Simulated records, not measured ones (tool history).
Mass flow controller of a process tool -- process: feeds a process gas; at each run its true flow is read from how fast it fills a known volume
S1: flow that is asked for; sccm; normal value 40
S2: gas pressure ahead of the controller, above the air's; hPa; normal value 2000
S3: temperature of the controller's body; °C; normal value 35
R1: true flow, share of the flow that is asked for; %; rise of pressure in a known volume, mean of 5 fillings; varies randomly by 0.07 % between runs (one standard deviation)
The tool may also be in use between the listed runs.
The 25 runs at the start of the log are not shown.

run,hour,S1,S2,S3,R1
26,7768.8,52,2000,29,98.74
27,7976.0,52,2000,30,98.76
28,8274.8,27,2000,32,98.27
29,8648.1,19,2000,21,98.65
30,9061.5,19,2430,22,98.87
31,9360.0,14,1470,24,97.94
32,9550.8,14,1470,24,97.99
# hour 9671.4: gauge calibrated
33,9861.7,40,2570,35,98.98
34,10051.8,40,2570,35,98.83
# hour 10130.2: controller's zero set anew
35,10343.0,40,2570,35,98.87
36,10607.8,24,1990,40,97.84
37,10816.0,24,1420,33,98.07
38,11224.1,40,2510,28,99.25
39,11575.4,40,2510,28,99.25

Run 40 comes next. What will it give?
40,12013.8,40,1730,35,?

{"run 40": {"R1": 98.19}}
Minus the tool's unlogged condition, the same run would have read R1 98.48 %.
